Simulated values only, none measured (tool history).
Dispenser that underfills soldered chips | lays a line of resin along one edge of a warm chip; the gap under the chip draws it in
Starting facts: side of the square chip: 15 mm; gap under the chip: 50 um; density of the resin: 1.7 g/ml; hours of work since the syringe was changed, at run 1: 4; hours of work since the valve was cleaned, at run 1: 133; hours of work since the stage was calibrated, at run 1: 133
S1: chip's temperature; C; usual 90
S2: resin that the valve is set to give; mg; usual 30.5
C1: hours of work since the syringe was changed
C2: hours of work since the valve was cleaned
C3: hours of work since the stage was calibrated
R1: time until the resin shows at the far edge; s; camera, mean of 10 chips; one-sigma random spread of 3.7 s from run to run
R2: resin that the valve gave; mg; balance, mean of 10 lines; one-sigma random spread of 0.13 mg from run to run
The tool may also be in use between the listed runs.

run,day,S1,S2,C1,C2,C3,R1,R2
1,0,90,30.5,4,133,133,480.7,27.14
# day 0.179: new syringe of resin
2,0.279,90,30.5,2,138,138,424.7,27.33
3,0.421,98,30.5,4,140,140,362.7,27.2
# day 0.621: new syringe of resin
4,0.65,90,29.1,1,144,144,413.9,25.96
# day 0.804: dispensing valve cleaned and set on the balance
5,0.95,90,29.1,5,3,149,497.3,28.93
# day 1.092: new syringe of resin
6,1.196,90,29.1,2,7,153,421.7,29.22
7,1.45,90,38.6,6,11,158,504.6,38.21
# day 1.525: new syringe of resin
8,1.612,90,38.6,2,14,160,397.7,38.13
9,1.854,90,38.6,6,18,165,497.4,38.13
# day 1.967: new syringe of resin
10,2.071,90,38.6,2,22,168,420.2,38.01
11,2.238,90,38.6,5,25,171,487.8,38.19
# day 2.4: new syringe of resin
12,2.417,90,38.6,0,28,174,383.1,37.35
13,2.6,90,34.7,4,31,177,451.6,34.06
# day 2.829: new syringe of resin
14,2.858,90,34.7,1,36,182,386,34.11
15,3.088,92,29.6,5,40,186,458.7,28.68
# day 3.267: new syringe of resin
16,3.388,92,29.6,2,45,191,400.8,28.89
17,3.529,85,30.5,5,47,193,594.2,29.48
# day 3.696: new syringe of resin
18,3.821,89,35.4,2,52,198,453.9,34.06
19,4.083,78,33.1,7,57,203,882.2,31.96
# day 4.129: new syringe of resin
20,4.35,78,33.1,4,61,208,769.4,31.5
21,4.488,87,26,6,64,210,624.1,24.97
# day 4.571: new syringe of resin
22,4.683,87,26,2,67,213,517.7,24.7
23,4.821,92,27.9,4,70,216,469.5,26.47
# day 5.008: new syringe of resin
24,5.05,92,27.9,1,73,220,392.4,26.21
25,5.267,77,28.2,5,77,224,857,26.67
26,5.388,76,27,7,79,226,990.4,25.47
# day 5.442: new syringe of resin
27,5.608,76,27,3,83,229,845.4,25.29

Predict each of these 3 candidate next runs independently; none follows another, all start after run 27:
# day 5.875: new syringe of resin
A,5.912,79,30.6,1,88,235,?,?
# day 5.875: new syringe of resin
B,5.912,101,27,1,88,235,?,?
# day 5.875: new syringe of resin
C,5.912,91,30.5,1,88,235,?,?

run,R1,R2
A,659.8,28.64
B,277.7,25.2
C,400.5,28.37
The same runs, with their run-to-run variation unchanged, on a tool lacking any hidden condition would have given:
run,R1,R2
A,586.2,30.69
B,247.2,27
C,357.7,30.4
